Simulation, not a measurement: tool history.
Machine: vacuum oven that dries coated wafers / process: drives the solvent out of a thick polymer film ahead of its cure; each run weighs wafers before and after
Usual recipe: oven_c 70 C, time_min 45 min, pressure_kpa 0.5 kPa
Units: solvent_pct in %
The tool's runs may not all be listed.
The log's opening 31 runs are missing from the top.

| run | day | oven_c | time_min | pressure_kpa | solvent_pct |
|---|---|---|---|---|---|
| 32 | 16.412 | 70 | 79 | 0.34 | 0.45 |
| 33 | 16.979 | 62 | 50 | 1.088 | 4.99 |
| 34 | 17.271 | 70 | 41 | 0.318 | 1.99 |
|  | 17.804 | oven's thermocouples calibrated |
| 35 | 17.988 | 70 | 56 | 0.265 | 1.64 |
| 36 | 18.683 | 71 | 81 | 0.47 | 0.66 |
| 37 | 19.338 | 71 | 81 | 0.47 | 0.66 |
| 38 | 19.783 | 71 | 32 | 0.28 | 3.98 |
| 39 | 20.167 | 71 | 60 | 1.314 | 1.71 |
| 40 | 20.638 | 75 | 60 | 0.595 | 0.62 |
| 41 | 20.996 | 77 | 27 | 1.455 | 2.64 |
| 42 | 21.354 | 77 | 57 | 1.083 | 0.73 |
| 43 | 21.854 | 73 | 45 | 0.5 | 1.62 |
| 44 | 22.404 | 69 | 52 | 0.441 | 2.32 |
| 45 | 22.8 | 69 | 52 | 0.441 | 2.31 |

Run 46 comes next. What will it give?
| 46 | 23.317 | 62 | 56 | 0.441 | ? |

Logged for run 46: solvent_pct 5.29 %.
Without the tool's hidden state the same run would have given solvent_pct 5.15 %.
